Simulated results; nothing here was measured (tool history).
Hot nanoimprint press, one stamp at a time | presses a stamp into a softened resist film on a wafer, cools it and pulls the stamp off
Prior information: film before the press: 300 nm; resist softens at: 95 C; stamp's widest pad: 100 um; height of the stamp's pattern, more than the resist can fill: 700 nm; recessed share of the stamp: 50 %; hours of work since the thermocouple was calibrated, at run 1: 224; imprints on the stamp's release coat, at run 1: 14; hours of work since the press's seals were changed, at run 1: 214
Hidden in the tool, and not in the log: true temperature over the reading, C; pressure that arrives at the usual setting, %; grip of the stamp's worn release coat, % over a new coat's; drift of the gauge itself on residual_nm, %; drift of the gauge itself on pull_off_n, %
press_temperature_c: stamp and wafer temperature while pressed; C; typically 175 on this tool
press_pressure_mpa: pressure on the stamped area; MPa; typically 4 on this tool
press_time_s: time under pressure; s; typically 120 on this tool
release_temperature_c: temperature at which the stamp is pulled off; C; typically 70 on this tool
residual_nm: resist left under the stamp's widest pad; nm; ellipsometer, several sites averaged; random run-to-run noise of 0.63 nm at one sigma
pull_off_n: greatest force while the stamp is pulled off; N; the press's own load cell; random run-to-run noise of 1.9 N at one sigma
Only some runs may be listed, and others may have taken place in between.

run	hour	press_temperature_c	press_pressure_mpa	press_time_s	release_temperature_c	hours of work since the thermocouple was calibrated	imprints on the stamp's release coat	hours of work since the press's seals were changed	residual_nm	pull_off_n
1	0	175	4	120	70	224	14	214	135.2	168
2	20.4	175	4	120	70	237	100	228	134.8	171
3	45.1	175	4	135	70	254	205	244	129.8	172
4	66.4	175	4	135	70	268	296	258	131.3	177
5	81.2	175	4	120	70	278	359	268	136.6	176
6	110	175	4	120	70	297	480	287	135.6	183
7	122.8	175	4	120	65	305	535	296	136.2	189
# hour 154.2: stamp cleaned and given a new release coat
8	156.4	175	4	90	70	324	9	314	151.1	164
9	168.4	175	4	90	70	332	60	322	150.7	164
10	196	175	4.09	120	70	350	177	341	135.8	173
11	215.1	175	4	80	70	363	258	353	156.8	173
12	230.5	175	4.2	120	70	373	323	364	134.2	175
13	259.2	175	4.2	120	70	392	445	383	135.2	181
14	275	175	4	120	70	403	512	393	138	181
15	299.3	175	4	120	70	419	615	409	138.1	184
# hour 311.4: stamp cleaned and given a new release coat
16	332.2	175	4	120	70	437	88	427	138.8	173
17	345.7	175	4	120	70	446	145	436	138.9	168
18	370.5	175	5.94	120	70	462	251	453	114.8	177
19	389	184	4	120	70	475	329	465	109.2	179
20	412.7	184	4	120	70	490	429	481	109.6	182
# hour 428.9: plate thermocouple calibrated
21	431.8	170	2.83	202	77	2	498	491	149.9	165
22	454.2	170	5.16	217	61	17	593	506	109.6	201
# hour 471.2: press's hydraulic seals changed and the load cell set to zero
# hour 479.4: stamp cleaned and given a new release coat
23	490.3	170	3.21	150	62	32	47	9	154.4	180
24	518.9	170	3.21	150	62	51	168	28	154.2	185
25	542	175	5.67	120	69	66	266	43	110.5	176
26	566.5	180	5.55	108	64	82	370	59	100.6	185
27	585.5	175	4	120	77	95	450	72	131.3	165
28	598.6	166	3.05	98	57	104	506	81	197.8	203
29	626.8	175	4.24	98	57	122	625	99	140	212
# hour 636.6: stamp cleaned and given a new release coat
30	650.9	180	2.41	109	66	134	60	112	153.3	176
31	667.4	187	4.08	173	62	145	130	122	83.1	178

Some steps in residual_nm, run to run, broken into two amounts with sign: the step expected even without the hidden condition (settings, incoming material, random variation), and the rest, left for the hidden condition together with whatever gauge scatter is not in both the measured and the hidden-condition-free result:
Run 18 -> 19: press_temperature_c 175 -> 184, press_pressure_mpa 5.94 -> 4. residual_nm -5.6 nm: hidden state -1.3, all else -4.3.
Run 20 -> 21: press_temperature_c 184 -> 170, press_pressure_mpa 4 -> 2.83, press_time_s 120 -> 202, release_temperature_c 70 -> 77, plate thermocouple calibrated. residual_nm +40.3 nm: hidden state -5, all else +45.3.
Run 22 -> 23: press_pressure_mpa 5.16 -> 3.21, press_time_s 217 -> 150, release_temperature_c 61 -> 62, press's hydraulic seals changed and the load cell set to zero, stamp cleaned and given a new release coat. residual_nm +44.8 nm: hidden state -1.9, all else +46.7.
Run 27 -> 28: press_temperature_c 175 -> 166, press_pressure_mpa 4 -> 3.05, press_time_s 120 -> 98, release_temperature_c 77 -> 57. residual_nm +66.5 nm: hidden state +0.2, all else +66.3.
Run 28 -> 29: press_temperature_c 166 -> 175, press_pressure_mpa 3.05 -> 4.24. residual_nm -57.8 nm: hidden state +0.3, all else -58.1.
Run 30 -> 31: press_temperature_c 180 -> 187, press_pressure_mpa 2.41 -> 4.08, press_time_s 109 -> 173, release_temperature_c 66 -> 62. residual_nm -70.2 nm: hidden state -0.3, all else -69.9.

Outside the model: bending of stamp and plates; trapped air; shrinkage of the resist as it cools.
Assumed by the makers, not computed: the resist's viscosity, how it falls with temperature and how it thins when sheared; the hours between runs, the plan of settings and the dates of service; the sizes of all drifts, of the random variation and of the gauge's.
